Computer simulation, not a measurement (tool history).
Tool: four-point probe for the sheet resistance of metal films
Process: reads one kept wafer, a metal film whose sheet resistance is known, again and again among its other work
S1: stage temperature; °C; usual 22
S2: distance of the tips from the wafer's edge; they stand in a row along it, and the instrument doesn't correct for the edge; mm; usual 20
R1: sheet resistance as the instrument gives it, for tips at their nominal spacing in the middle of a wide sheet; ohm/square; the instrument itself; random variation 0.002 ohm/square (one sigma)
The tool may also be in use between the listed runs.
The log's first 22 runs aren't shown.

{"run": 23, "day": 58.983, "S1": 27, "S2": 12, "R1": 10.115577}
{"run": 24, "day": 61.312, "S1": 21, "S2": 12, "R1": 10.056945}
{"run": 25, "day": 64.404, "S1": 22, "S2": 7, "R1": 10.173746}
{"run": 26, "day": 68.225, "S1": 28, "S2": 19, "R1": 10.067788}
{"run": 27, "day": 71.479, "S1": 20, "S2": 3, "R1": 10.83894}
{"day": 74.183, "done": "stage's thermometer calibrated"}
{"run": 28, "day": 74.542, "S1": 25, "S2": 25, "R1": 10.042745}
{"run": 29, "day": 78.108, "S1": 22, "S2": 4, "R1": 10.509818}
{"run": 30, "day": 80.483, "S1": 22, "S2": 25, "R1": 10.005689}
{"run": 31, "day": 82.725, "S1": 31, "S2": 4, "R1": 10.58014}
{"run": 32, "day": 84.9, "S1": 30, "S2": 26, "R1": 10.06697}
{"run": 33, "day": 87.225, "S1": 31, "S2": 6, "R1": 10.29186}
{"run": 34, "day": 89.225, "S1": 22, "S2": 19, "R1": 9.997536}

Forecast each of these 5 alternatives for the next run:
{"run": "A", "day": 91.888, "S1": 25, "S2": 36, "R1": "?"}
{"run": "B", "day": 91.888, "S1": 30, "S2": 8, "R1": "?"}
{"run": "C", "day": 91.888, "S1": 33, "S2": 6, "R1": "?"}
{"run": "D", "day": 91.888, "S1": 23, "S2": 20, "R1": "?"}
{"run": "E", "day": 91.888, "S1": 35, "S2": 20, "R1": "?"}

run=A R1=10.004616
run=B R1=10.172632
run=C R1=10.296066
run=D R1=9.999634
run=E R1=10.102971
Without the tool's hidden state the same runs would have given:
run=A R1=10.081041
run=B R1=10.25013
run=C R1=10.374364
run=D R1=10.076069
run=E R1=10.179866
